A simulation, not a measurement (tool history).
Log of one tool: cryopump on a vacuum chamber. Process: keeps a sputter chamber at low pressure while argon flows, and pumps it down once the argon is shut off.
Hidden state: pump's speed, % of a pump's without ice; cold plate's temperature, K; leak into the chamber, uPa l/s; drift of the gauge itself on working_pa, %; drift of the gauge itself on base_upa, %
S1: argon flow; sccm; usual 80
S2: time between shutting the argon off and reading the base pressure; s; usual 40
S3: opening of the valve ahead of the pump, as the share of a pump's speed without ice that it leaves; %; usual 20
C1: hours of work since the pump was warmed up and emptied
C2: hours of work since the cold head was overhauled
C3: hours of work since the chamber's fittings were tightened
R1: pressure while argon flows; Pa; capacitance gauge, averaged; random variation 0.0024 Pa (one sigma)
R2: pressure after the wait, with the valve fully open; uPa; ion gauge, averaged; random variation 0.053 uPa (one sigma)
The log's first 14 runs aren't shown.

run    hour   S1   S2  S3   C1    C2    C3      R1    R2
 15  1169.9   69   34  20  205  2312   229  0.5151  3.92
 16  1262.3   69   34  20  269  2377   294  0.5230  4.07
 17  1358.4   69   34  20  337  2445   362  0.5258  4.01
 18  1438.9  105  194  48  393  2501   418  0.3503  1.07
 19  1540.9   36  194  48  465  2573   490  0.1230  1.10
 20  1610.8  142   34  38  514  2622   539  0.6056  4.03
 21  1694.1  126  259  33  573  2680   597  0.6185  0.97
 22  1792.7   80   85  20  642  2749   666  0.6310  1.97
     1820.6  -- pump warmed up, emptied and cooled again
 23  1895.5  113   27  27   53  2818   735  0.6239  5.00
 24  1956.4   80   40  48   95  2861   778  0.2540  3.47
 25  2051.1   58  130  59  162  2927   844  0.1520  1.38
 26  2152.1   43   92  16  233  2998   915  0.4045  1.81
 27  2255.3   43   92  16  305  3071   988  0.4071  1.83
 28  2335.2  155  202  16  361  3127  1044  1.4726  1.18
 29  2407.3  155  202  16  412  3177  1094  1.4748  1.19
 30  2475.3  155  202  16  460  3225  1142  1.4833  1.23
 31  2529.0  155  230  16  497  3263  1180  1.4893  1.11
 32  2594.2  155  230  16  543  3309  1226  1.4945  1.18
 33  2662.2   80   26  20  591  3356  1273  0.6216  5.23

5 ways to go on from here, each from the tool as it stands after run 33. What would each give?
  A  2739.7  140  134  17  645  3411  1328   ?   ?
  B  2739.7   32  260  31  645  3411  1328   ?   ?
  C  2739.7  106   26  20  645  3411  1328   ?   ?
  D  2739.7   81   36  29  645  3411  1328   ?   ?
  E  2739.7  133   48  32  645  3411  1328   ?   ?

run      R1    R2
  A  1.2802  1.57
  B  0.1664  1.14
  C  0.8355  5.34
  D  0.4506  4.17
  E  0.6771  3.20
Without the tool's hidden state the same runs would have given:
run      R1    R2
  A  1.2136  1.16
  B  0.1513  0.74
  C  0.7848  4.93
  D  0.4119  3.75
  E  0.6137  2.78
